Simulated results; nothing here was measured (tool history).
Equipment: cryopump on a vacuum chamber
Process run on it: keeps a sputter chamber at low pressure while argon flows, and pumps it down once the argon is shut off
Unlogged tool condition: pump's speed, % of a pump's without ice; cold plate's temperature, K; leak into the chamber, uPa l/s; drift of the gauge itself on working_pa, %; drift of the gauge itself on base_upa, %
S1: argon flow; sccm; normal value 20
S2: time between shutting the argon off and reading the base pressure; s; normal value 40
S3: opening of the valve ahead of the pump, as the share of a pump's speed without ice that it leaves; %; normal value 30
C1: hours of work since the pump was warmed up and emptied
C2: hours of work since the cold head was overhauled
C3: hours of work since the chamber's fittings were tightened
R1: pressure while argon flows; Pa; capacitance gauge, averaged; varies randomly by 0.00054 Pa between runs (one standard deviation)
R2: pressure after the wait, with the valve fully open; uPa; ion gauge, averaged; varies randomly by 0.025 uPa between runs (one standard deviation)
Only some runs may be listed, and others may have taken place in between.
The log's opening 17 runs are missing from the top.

Run 18, hour 549.8: usual settings but S1 19 sccm, S2 277 s, S3 19 %; C1 286; C2 1506; C3 517. Result: R1 0.0827 Pa, R2 0.52 uPa.
Run 19, hour 583.6: usual settings but S1 24 sccm, S2 78 s; C1 309; C2 1529; C3 540. Result: R1 0.0666 Pa, R2 0.94 uPa.
Run 20, hour 611.4: usual settings but S3 18 %; C1 328; C2 1548; C3 559. Result: R1 0.0919 Pa, R2 1.34 uPa.
Run 21, hour 637.2: usual settings but S3 18 %; C1 345; C2 1565; C3 576. Result: R1 0.0913 Pa, R2 1.37 uPa.
Run 22, hour 658.7: usual settings but S3 18 %; C1 360; C2 1580; C3 591. Result: R1 0.0919 Pa, R2 1.37 uPa.
Run 23, hour 694.6: usual settings but S3 18 %; C1 384; C2 1604; C3 615. Result: R1 0.0914 Pa, R2 1.4 uPa.
Run 24, hour 714.8: usual settings but S2 44 s, S3 42 %; C1 398; C2 1618; C3 629. Result: R1 0.041 Pa, R2 1.32 uPa.
Run 25, hour 746.7: usual settings but S1 9 sccm, S2 141 s, S3 18 %; C1 419; C2 1639; C3 650. Result: R1 0.0417 Pa, R2 0.8 uPa.
Run 26, hour 765.4: usual settings but S1 18 sccm, S2 125 s, S3 28 %; C1 432; C2 1652; C3 663. Result: R1 0.0535 Pa, R2 0.86 uPa.
Run 27, hour 788.3: usual settings but S1 18 sccm, S2 125 s, S3 28 %; C1 448; C2 1668; C3 679. Result: R1 0.0542 Pa, R2 0.84 uPa.
Run 28, hour 810.9: usual settings but S1 18 sccm, S2 125 s, S3 28 %; C1 463; C2 1683; C3 694. Result: R1 0.0545 Pa, R2 0.87 uPa.
Run 29, hour 850.4: usual settings but S1 10 sccm, S2 125 s, S3 16 %; C1 490; C2 1710; C3 721. Result: R1 0.0525 Pa, R2 0.88 uPa.
Run 30, hour 880.9: usual settings but S1 10 sccm, S2 125 s, S3 16 %; C1 510; C2 1730; C3 741. Result: R1 0.0522 Pa, R2 0.88 uPa.
Run 31, hour 916.4: usual settings but S2 104 s, S3 17 %; C1 534; C2 1754; C3 765. Result: R1 0.0978 Pa, R2 0.98 uPa.
Run 32, hour 957.6: usual settings but S1 38 sccm, S2 50 s, S3 27 %; C1 562; C2 1782; C3 793. Result: R1 0.1198 Pa, R2 1.39 uPa.
Run 33, hour 989.7: usual settings but S2 280 s; C1 584; C2 1804; C3 815. Result: R1 0.058 Pa, R2 0.75 uPa.
At hour 1008.8: pump warmed up, emptied and cooled again.
Run 34, hour 1029.6: usual settings but S2 280 s; C1 14; C2 1828; C3 839. Result: R1 0.0534 Pa, R2 0.66 uPa.

Consider 4 possible next runs. They are alternatives, not a sequence: every one starts from the tool as it was left by run 34. What does each give?
Run A, hour 1062.9: usual settings but S2 53 s, S3 29 %; C1 37; C2 1850; C3 861. Result: R1 ?, R2 ?.
Run B, hour 1062.9: usual settings but S3 34 %; C1 37; C2 1850; C3 861. Result: R1 ?, R2 ?.
Run C, hour 1062.9: usual settings but S1 17 sccm, S2 56 s, S3 18 %; C1 37; C2 1850; C3 861. Result: R1 ?, R2 ?.
Run D, hour 1062.9: usual settings but S1 35 sccm, S2 280 s, S3 15 %; C1 37; C2 1850; C3 861. Result: R1 ?, R2 ?.

run      R1    R2
  A  0.0559  1.25
  B  0.0478  1.39
  C  0.0767  1.23
  D  0.1886  0.76
With the hidden condition removed and each run's random variation left untouched, the same runs would have given:
run      R1    R2
  A  0.0554   0.8
  B  0.0473  0.95
  C  0.0763  0.78
  D  0.1877   0.3

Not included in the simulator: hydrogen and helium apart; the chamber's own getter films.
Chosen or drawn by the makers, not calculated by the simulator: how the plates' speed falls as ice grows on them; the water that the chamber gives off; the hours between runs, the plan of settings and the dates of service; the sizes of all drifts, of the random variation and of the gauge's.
